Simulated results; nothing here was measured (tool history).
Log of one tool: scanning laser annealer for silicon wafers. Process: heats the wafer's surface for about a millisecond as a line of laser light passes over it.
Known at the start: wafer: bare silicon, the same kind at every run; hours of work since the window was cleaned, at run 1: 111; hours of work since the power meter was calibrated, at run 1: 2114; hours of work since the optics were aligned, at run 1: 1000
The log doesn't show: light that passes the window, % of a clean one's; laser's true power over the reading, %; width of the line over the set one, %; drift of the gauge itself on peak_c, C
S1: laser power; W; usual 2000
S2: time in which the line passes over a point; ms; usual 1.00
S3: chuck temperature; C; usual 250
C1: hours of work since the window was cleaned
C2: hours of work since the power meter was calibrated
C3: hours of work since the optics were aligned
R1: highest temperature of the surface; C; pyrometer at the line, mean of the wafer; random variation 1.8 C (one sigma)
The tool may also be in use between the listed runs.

run,hour,S1,S2,S3,C1,C2,C3,R1
1,0.0,2000,1.00,250,111,2114,1000,971
2,92.7,2000,1.00,250,169,2172,1058,963
3,183.8,2000,1.00,250,226,2229,1115,965
4,273.8,1730,1.00,250,283,2286,1172,843
5,349.3,1730,1.00,250,330,2333,1219,839
6,396.7,2000,1.00,250,360,2363,1249,954
# hour 465.2: window over the wafer cleaned
7,473.4,2000,1.00,250,5,2410,1296,967
8,529.5,2000,1.00,250,40,2445,1331,960
9,611.5,2000,0.89,250,92,2496,1382,923
10,658.1,2000,1.00,250,121,2526,1411,961
11,747.4,2000,1.00,232,177,2582,1467,935
12,788.1,2000,1.00,232,202,2607,1493,935
13,865.0,2000,0.93,227,251,2655,1541,905
14,929.7,2088,0.93,269,291,2696,1582,984
# hour 971.2: optics aligned, line set to its width
15,994.1,1824,1.12,220,328,2733,14,889
16,1090.5,1806,1.08,241,389,2794,75,890
# hour 1105.8: window over the wafer cleaned
17,1192.0,1806,0.96,288,54,2856,137,918
18,1255.2,1806,0.96,288,94,2896,177,914
19,1326.1,1943,1.22,250,138,2940,221,1010
20,1401.5,1940,1.25,250,185,2987,269,1016
21,1489.9,1836,1.05,250,241,3043,324,907
22,1564.2,2000,1.04,250,287,3089,371,976
23,1611.3,2000,1.04,250,317,3119,400,973

The same runs without the tool's hidden state, with the same run-to-run variation:
run,R1
1,1002
2,998
3,1003
4,879
5,877
6,1000
7,1002
8,997
9,961
10,1003
11,980
12,982
13,954
14,1038
15,922
16,925
17,937
18,936
19,1039
20,1048
21,938
22,1013
23,1012
